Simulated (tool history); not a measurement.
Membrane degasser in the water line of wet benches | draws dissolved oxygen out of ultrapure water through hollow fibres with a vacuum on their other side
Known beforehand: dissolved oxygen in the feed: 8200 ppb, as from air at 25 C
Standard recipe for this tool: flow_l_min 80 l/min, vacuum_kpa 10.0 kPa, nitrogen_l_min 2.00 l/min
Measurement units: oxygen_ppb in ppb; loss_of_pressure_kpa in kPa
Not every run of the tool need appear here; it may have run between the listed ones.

run 1 hour=0.0 | flow_l_min=80 vacuum_kpa=10.0 nitrogen_l_min=2.00 | oxygen_ppb=758.9 loss_of_pressure_kpa=54.79
run 2 hour=54.1 | flow_l_min=80 vacuum_kpa=10.0 nitrogen_l_min=2.00 | oxygen_ppb=765.0 loss_of_pressure_kpa=54.56
run 3 hour=123.5 | flow_l_min=80 vacuum_kpa=10.0 nitrogen_l_min=2.00 | oxygen_ppb=782.1 loss_of_pressure_kpa=54.52
run 4 hour=178.4 | flow_l_min=80 vacuum_kpa=10.0 nitrogen_l_min=2.00 | oxygen_ppb=765.3 loss_of_pressure_kpa=55.07
run 5 hour=247.4 | flow_l_min=80 vacuum_kpa=10.0 nitrogen_l_min=2.00 | oxygen_ppb=770.5 loss_of_pressure_kpa=55.01
run 6 hour=288.1 | flow_l_min=80 vacuum_kpa=9.4 nitrogen_l_min=2.00 | oxygen_ppb=729.0 loss_of_pressure_kpa=54.71
run 7 hour=332.7 | flow_l_min=80 vacuum_kpa=10.0 nitrogen_l_min=2.00 | oxygen_ppb=760.2 loss_of_pressure_kpa=54.85
run 8 hour=372.5 | flow_l_min=80 vacuum_kpa=16.8 nitrogen_l_min=2.00 | oxygen_ppb=1206.0 loss_of_pressure_kpa=55.15
run 9 hour=430.1 | flow_l_min=80 vacuum_kpa=10.0 nitrogen_l_min=2.00 | oxygen_ppb=764.8 loss_of_pressure_kpa=55.05
run 10 hour=502.1 | flow_l_min=80 vacuum_kpa=10.0 nitrogen_l_min=2.00 | oxygen_ppb=760.7 loss_of_pressure_kpa=55.23
run 11 hour=537.2 | flow_l_min=80 vacuum_kpa=10.0 nitrogen_l_min=2.00 | oxygen_ppb=770.2 loss_of_pressure_kpa=55.11
run 12 hour=567.8 | flow_l_min=80 vacuum_kpa=10.0 nitrogen_l_min=5.07 | oxygen_ppb=507.6 loss_of_pressure_kpa=54.88
run 13 hour=636.5 | flow_l_min=80 vacuum_kpa=10.0 nitrogen_l_min=0.83 | oxygen_ppb=1174.1 loss_of_pressure_kpa=54.88
run 14 hour=679.6 | flow_l_min=80 vacuum_kpa=10.0 nitrogen_l_min=5.43 | oxygen_ppb=490.2 loss_of_pressure_kpa=55.17
run 15 hour=739.4 | flow_l_min=80 vacuum_kpa=10.0 nitrogen_l_min=5.43 | oxygen_ppb=499.6 loss_of_pressure_kpa=55.25
run 16 hour=772.0 | flow_l_min=80 vacuum_kpa=10.0 nitrogen_l_min=5.43 | oxygen_ppb=497.2 loss_of_pressure_kpa=55.01
run 17 hour=809.5 | flow_l_min=70 vacuum_kpa=8.0 nitrogen_l_min=2.44 | oxygen_ppb=479.8 loss_of_pressure_kpa=48.19
run 18 hour=871.2 | flow_l_min=70 vacuum_kpa=8.0 nitrogen_l_min=2.44 | oxygen_ppb=489.0 loss_of_pressure_kpa=47.70
run 19 hour=937.1 | flow_l_min=60 vacuum_kpa=13.1 nitrogen_l_min=3.13 | oxygen_ppb=538.8 loss_of_pressure_kpa=41.28
run 20 hour=977.8 | flow_l_min=60 vacuum_kpa=13.1 nitrogen_l_min=3.13 | oxygen_ppb=536.5 loss_of_pressure_kpa=41.37
run 21 hour=1026.3 | flow_l_min=104 vacuum_kpa=21.0 nitrogen_l_min=1.02 | oxygen_ppb=2518.4 loss_of_pressure_kpa=71.50
run 22 hour=1079.7 | flow_l_min=104 vacuum_kpa=21.0 nitrogen_l_min=1.02 | oxygen_ppb=2535.2 loss_of_pressure_kpa=71.41
run 23 hour=1142.4 | flow_l_min=77 vacuum_kpa=23.4 nitrogen_l_min=2.07 | oxygen_ppb=1485.4 loss_of_pressure_kpa=52.97
run 24 hour=1199.9 | flow_l_min=111 vacuum_kpa=21.3 nitrogen_l_min=1.30 | oxygen_ppb=2433.9 loss_of_pressure_kpa=76.62
run 25 hour=1268.7 | flow_l_min=80 vacuum_kpa=14.0 nitrogen_l_min=1.69 | oxygen_ppb=1130.1 loss_of_pressure_kpa=55.16
run 26 hour=1322.0 | flow_l_min=80 vacuum_kpa=14.0 nitrogen_l_min=1.69 | oxygen_ppb=1138.1 loss_of_pressure_kpa=55.19
run 27 hour=1369.6 | flow_l_min=68 vacuum_kpa=16.5 nitrogen_l_min=2.55 | oxygen_ppb=878.9 loss_of_pressure_kpa=47.04
run 28 hour=1434.7 | flow_l_min=101 vacuum_kpa=10.0 nitrogen_l_min=2.00 | oxygen_ppb=1024.6 loss_of_pressure_kpa=69.70
run 29 hour=1471.0 | flow_l_min=101 vacuum_kpa=10.0 nitrogen_l_min=2.00 | oxygen_ppb=1008.8 loss_of_pressure_kpa=69.49
run 30 hour=1522.6 | flow_l_min=93 vacuum_kpa=10.0 nitrogen_l_min=2.00 | oxygen_ppb=930.2 loss_of_pressure_kpa=64.61
run 31 hour=1576.4 | flow_l_min=51 vacuum_kpa=10.0 nitrogen_l_min=3.29 | oxygen_ppb=335.3 loss_of_pressure_kpa=35.18

How would selected steps in oxygen_ppb from run to run divide? Give the signed amount a tool lacking its hidden state would still show from settings, what came in and random variation, and the signed amount left for the hidden state, including any gauge scatter that is not in both of the compared results.
The tool's hidden condition here consists of: membrane still open, %; true pressure behind the membrane over the reading, kPa; air that leaks in behind the membrane, l/min; drift of the gauge itself on oxygen_ppb, %; drift of the gauge itself on loss_of_pressure_kpa, %.
Run 20 -> 21: flow_l_min 60 -> 104, vacuum_kpa 13.1 -> 21.0, nitrogen_l_min 3.13 -> 1.02. oxygen_ppb +1981.9 ppb: hidden state +3.8, all else +1978.1.
Run 22 -> 23: flow_l_min 104 -> 77, vacuum_kpa 21.0 -> 23.4, nitrogen_l_min 1.02 -> 2.07. oxygen_ppb -1049.8 ppb: hidden state -0.8, all else -1049.0.
Run 23 -> 24: flow_l_min 77 -> 111, vacuum_kpa 23.4 -> 21.3, nitrogen_l_min 2.07 -> 1.30. oxygen_ppb +948.5 ppb: hidden state +4.2, all else +944.3.
Run 24 -> 25: flow_l_min 111 -> 80, vacuum_kpa 21.3 -> 14.0, nitrogen_l_min 1.30 -> 1.69. oxygen_ppb -1303.8 ppb: hidden state -1.3, all else -1302.5.
Run 27 -> 28: flow_l_min 68 -> 101, vacuum_kpa 16.5 -> 10.0, nitrogen_l_min 2.55 -> 2.00. oxygen_ppb +145.7 ppb: hidden state +10.8, all else +134.9.
Run 30 -> 31: flow_l_min 93 -> 51, nitrogen_l_min 2.00 -> 3.29. oxygen_ppb -594.9 ppb: hidden state -13.4, all else -581.5.

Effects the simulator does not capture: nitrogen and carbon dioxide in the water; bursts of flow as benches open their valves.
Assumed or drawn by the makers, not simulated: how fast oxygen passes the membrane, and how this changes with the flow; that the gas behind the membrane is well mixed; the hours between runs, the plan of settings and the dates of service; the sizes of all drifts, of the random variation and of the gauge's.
